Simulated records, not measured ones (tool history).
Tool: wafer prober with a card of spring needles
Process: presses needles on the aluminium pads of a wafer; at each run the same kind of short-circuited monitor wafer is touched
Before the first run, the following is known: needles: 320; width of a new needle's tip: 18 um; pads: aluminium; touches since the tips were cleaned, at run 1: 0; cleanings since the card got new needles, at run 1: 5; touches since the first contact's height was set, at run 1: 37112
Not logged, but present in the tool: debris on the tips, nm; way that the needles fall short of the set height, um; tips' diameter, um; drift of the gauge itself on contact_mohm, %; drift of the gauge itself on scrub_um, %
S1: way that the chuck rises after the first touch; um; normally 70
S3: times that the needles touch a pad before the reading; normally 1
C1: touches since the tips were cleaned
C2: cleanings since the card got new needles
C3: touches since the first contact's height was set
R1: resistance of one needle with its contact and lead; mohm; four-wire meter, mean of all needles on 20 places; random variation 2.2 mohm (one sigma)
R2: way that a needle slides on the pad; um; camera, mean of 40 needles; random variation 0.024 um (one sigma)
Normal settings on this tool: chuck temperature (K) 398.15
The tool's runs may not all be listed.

Run 1, hour 0: usual settings; C1 0; C2 5; C3 37112. Result: R1 253 mohm, R2 17.68 um.
Run 2, hour 11.5: usual settings; C1 5267; C2 5; C3 42379. Result: R1 485 mohm, R2 17.67 um.
At hour 15.5: tips cleaned on abrasive film.
Run 3, hour 27.1: usual settings but S1 67 um; C1 5301; C2 6; C3 49486. Result: R1 519 mohm, R2 16.87 um.
At hour 32: tips cleaned on abrasive film.
Run 4, hour 41.7: usual settings but S1 67 um; C1 4429; C2 7; C3 56105. Result: R1 519 mohm, R2 16.87 um.
At hour 48.9: tips cleaned on abrasive film.
Run 5, hour 56.6: usual settings but S1 67 um; C1 3557; C2 8; C3 62904. Result: R1 509 mohm, R2 16.88 um.
At hour 64.3: tips cleaned on abrasive film.
Run 6, hour 70.8: usual settings but S1 67 um; C1 2995; C2 9; C3 69351. Result: R1 505 mohm, R2 16.87 um.
At hour 80.8: tips cleaned on abrasive film.
Run 7, hour 85.4: usual settings but S1 51 um; C1 2095; C2 10; C3 75976. Result: R1 625 mohm, R2 12.79 um.
At hour 96.6: tips cleaned on abrasive film.
Run 8, hour 105.9: usual settings but S1 53 um; C1 4254; C2 11; C3 85322. Result: R1 686 mohm, R2 13.27 um.
At hour 112: tips cleaned on abrasive film.
Run 9, hour 115.6: usual settings but S1 53 um, S3 2; C1 1624; C2 12; C3 89719. Result: R1 437 mohm, R2 13.22 um.
At hour 128.9: tips cleaned on abrasive film.
Run 10, hour 132.3: usual settings but S1 53 um, S3 2; C1 1534; C2 13; C3 97320. Result: R1 423 mohm, R2 13.21 um.
At hour 144.1: tips cleaned on abrasive film.
Run 11, hour 150.1: usual settings but S1 53 um, S3 2; C1 2734; C2 14; C3 105426. Result: R1 489 mohm, R2 13.2 um.
At hour 159.5: tips cleaned on abrasive film.
Run 12, hour 164.1: usual settings but S1 53 um, S3 2; C1 2094; C2 15; C3 111799. Result: R1 468 mohm, R2 13.18 um.
At hour 175.7: tips cleaned on abrasive film.
Run 13, hour 184.9: usual settings but S1 53 um, S3 2; C1 4197; C2 16; C3 121270. Result: R1 512 mohm, R2 13.14 um.
At hour 192.3: tips cleaned on abrasive film.
Run 14, hour 205.7: usual settings but S1 77 um; C1 6139; C2 17; C3 130754. Result: R1 459 mohm, R2 19.22 um.
At hour 208.6: tips cleaned on abrasive film.
Run 15, hour 217.9: usual settings but S1 77 um; C1 4262; C2 18; C3 136298. Result: R1 457 mohm, R2 19.2 um.
At hour 225.4: tips cleaned on abrasive film.
Run 16, hour 235.1: usual settings but S1 77 um; C1 4466; C2 19; C3 144139. Result: R1 460 mohm, R2 19.25 um.
At hour 240.6: tips cleaned on abrasive film.
Run 17, hour 252.6: usual settings but chuck temperature (K) 305.15; C1 5526; C2 20; C3 152114. Result: R1 535 mohm, R2 17.4 um.
At hour 256: tips cleaned on abrasive film.
At hour 272.1: tips cleaned on abrasive film.
Run 18, hour 273: usual settings but S1 84 um, chuck temperature (K) 369.15; C1 412; C2 22; C3 161331. Result: R1 283 mohm, R2 20.84 um.
At hour 275.4: height of the first contact set anew.
At hour 287.6: tips cleaned on abrasive film.
Run 19, hour 288.2: usual settings but S1 73 um, chuck temperature (K) 358.15; C1 272; C2 23; C3 5819. Result: R1 306 mohm, R2 17.84 um.
Run 20, hour 302.2: usual settings but S1 73 um, chuck temperature (K) 358.15; C1 6678; C2 23; C3 12225. Result: R1 515 mohm, R2 17.77 um.
At hour 303.6: tips cleaned on abrasive film.
Run 21, hour 314.9: usual settings but S1 73 um, chuck temperature (K) 358.15; C1 5189; C2 24; C3 18010. Result: R1 504 mohm, R2 17.79 um.
At hour 319.2: tips cleaned on abrasive film.
Run 22, hour 327.8: usual settings but S1 75 um, S3 2; C1 3928; C2 25; C3 23869. Result: R1 384 mohm, R2 18.24 um.
At hour 334.4: tips cleaned on abrasive film.
Run 23, hour 344.2: usual settings but S1 54 um, chuck temperature (K) 353.15, S3 2; C1 4522; C2 26; C3 31346. Result: R1 547 mohm, R2 12.94 um.
At hour 351.3: tips cleaned on abrasive film.
Run 24, hour 365.4: usual settings but S1 62 um, chuck temperature (K) 342.15, S3 2; C1 6471; C2 27; C3 41002. Result: R1 482 mohm, R2 14.92 um.
At hour 367: tips cleaned on abrasive film.
At hour 371.5: height of the first contact set anew, once more.
At hour 383.5: tips cleaned on abrasive film.
Run 25, hour 387: usual settings but chuck temperature (K) 312.15; C1 1580; C2 29; C3 7030. Result: R1 425 mohm, R2 17.79 um.
At hour 399.5: tips cleaned on abrasive film.
Run 26, hour 402.8: usual settings but S1 72 um; C1 1490; C2 30; C3 14242. Result: R1 395 mohm, R2 18.21 um.
At hour 415.5: tips cleaned on abrasive film.
Run 27, hour 425.2: usual settings but S1 89 um, chuck temperature (K) 318.15, S3 3; C1 4411; C2 31; C3 24438. Result: R1 291 mohm, R2 22.51 um.
At hour 431.6: tips cleaned on abrasive film.
Run 28, hour 442.3: usual settings but chuck temperature (K) 328.15; C1 4893; C2 32; C3 32228. Result: R1 516 mohm, R2 17.67 um.
At hour 448: tips cleaned on abrasive film.
Run 29, hour 461.2: usual settings but chuck temperature (K) 345.15; C1 6053; C2 33; C3 40863. Result: R1 525 mohm, R2 17.66 um.
At hour 464.7: tips cleaned on abrasive film.
At hour 480.3: tips cleaned on abrasive film.
Run 30, hour 484.4: usual settings but chuck temperature (K) 345.15; C1 1858; C2 35; C3 51376. Result: R1 440 mohm, R2 17.62 um.
At hour 495.6: tips cleaned on abrasive film.
Run 31, hour 501.3: usual settings but S1 87 um, chuck temperature (K) 309.15; C1 2617; C2 36; C3 59061. Result: R1 397 mohm, R2 21.93 um.
At hour 511.3: tips cleaned on abrasive film.
Run 32, hour 516.4: usual settings but S1 51 um, chuck temperature (K) 320.15; C1 2359; C2 37; C3 65957. Result: R1 717 mohm, R2 12.78 um.
At hour 527.8: tips cleaned on abrasive film.
Run 33, hour 531.5: usual settings; C1 1714; C2 38; C3 72827. Result: R1 430 mohm, R2 17.59 um.

Alternative continuations, all from the tool just after run 33; predict every row:
At hour 543.5: tips cleaned on abrasive film.
Run A, hour 549.1: usual settings but chuck temperature (K) 322.15; C1 2559; C2 39; C3 80828. Result: R1 ?, R2 ?.
At hour 543.5: tips cleaned on abrasive film.
Run B, hour 549.1: usual settings but S1 83 um; C1 2559; C2 39; C3 80828. Result: R1 ?, R2 ?.
At hour 543.5: tips cleaned on abrasive film.
Run C, hour 549.1: usual settings but chuck temperature (K) 315.15, S3 2; C1 2559; C2 39; C3 80828. Result: R1 ?, R2 ?.

run   R1     R2
  A  497  17.55
  B  408  20.85
  C  389  17.53
Without the tool's hidden state the same runs would have given:
run   R1     R2
  A  226  17.77
  B  237  21.08
  C  224  17.75
